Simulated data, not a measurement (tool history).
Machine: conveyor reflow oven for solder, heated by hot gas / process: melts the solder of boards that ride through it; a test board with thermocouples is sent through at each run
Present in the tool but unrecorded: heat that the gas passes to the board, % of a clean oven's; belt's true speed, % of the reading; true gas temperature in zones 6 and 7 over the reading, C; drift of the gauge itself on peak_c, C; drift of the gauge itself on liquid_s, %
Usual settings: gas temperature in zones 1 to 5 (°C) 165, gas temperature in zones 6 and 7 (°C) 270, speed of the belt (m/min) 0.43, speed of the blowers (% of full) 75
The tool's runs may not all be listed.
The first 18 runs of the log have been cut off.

| run | hour | gas temperature in zones 1 to 5 (°C) | gas temperature in zones 6 and 7 (°C) | speed of the belt (m/min) | speed of the blowers (% of full) | hours of work since the flux was cleaned out | hours of work since the belt drive was overhauled | hours of work since the thermocouples were changed | highest temperature of the board (°C) | time above the solder's melting point (s) |
|---|---|---|---|---|---|---|---|---|---|---|
| 19 | 768.5 | 163 | 270 | 0.433 | 86 | 43 | 863 | 574 | 254.9 | 60.7 |
| 20 | 809.4 | 163 | 270 | 0.433 | 86 | 62 | 882 | 593 | 254.8 | 61 |
| 21 | 838.9 | 165 | 280 | 0.443 | 75 | 75 | 896 | 606 | 259.3 | 61.9 |
| 22 | 870.5 | 165 | 280 | 0.443 | 75 | 90 | 910 | 621 | 259.4 | 62 |
| 23 | 899.1 | 151 | 270 | 0.43 | 60 | 103 | 924 | 634 | 242.8 | 43.5 |
| 24 | 950.8 | 171 | 270 | 0.47 | 75 | 127 | 947 | 658 | 249.2 | 53.1 |
| 25 | 995 | 171 | 270 | 0.47 | 75 | 147 | 968 | 679 | 249.4 | 52.9 |
| 26 | 1044.2 | 171 | 270 | 0.47 | 75 | 170 | 991 | 701 | 249.1 | 52.2 |
| 27 | 1077 | 165 | 270 | 0.488 | 75 | 185 | 1006 | 716 | 245.9 | 45.6 |
| 28 | 1100.9 | 165 | 270 | 0.488 | 75 | 196 | 1017 | 727 | 246.1 | 45.7 |
| 29 | 1138.8 | 165 | 267 | 0.35 | 65 | 214 | 1034 | 745 | 252.5 | 74 |
|  | 1183.5 | flux residue cleaned out of gas plates and filters |
| 30 | 1183.5 | 168 | 260 | 0.414 | 62 | 0 | 1053 | 763 | 242.1 | 51.5 |

Here are 3 independent what-if runs from the current tool condition. What would each one return?
| A | 1238.4 | 168 | 260 | 0.499 | 62 | 25 | 1078 | 789 | ? | ? |
| B | 1238.4 | 164 | 276 | 0.43 | 58 | 25 | 1078 | 789 | ? | ? |
| C | 1238.4 | 168 | 276 | 0.414 | 62 | 25 | 1078 | 789 | ? | ? |

| run | highest temperature of the board (°C) | time above the solder's melting point (s) |
|---|---|---|
| A | 234.3 | 32.2 |
| B | 250.5 | 55.4 |
| C | 255.1 | 64.2 |
Stripped of hidden state, with their random variation kept, the same runs would have yielded:
| run | highest temperature of the board (°C) | time above the solder's melting point (s) |
|---|---|---|
| A | 232.6 | 29.6 |
| B | 248.5 | 53.1 |
| C | 253.2 | 62 |
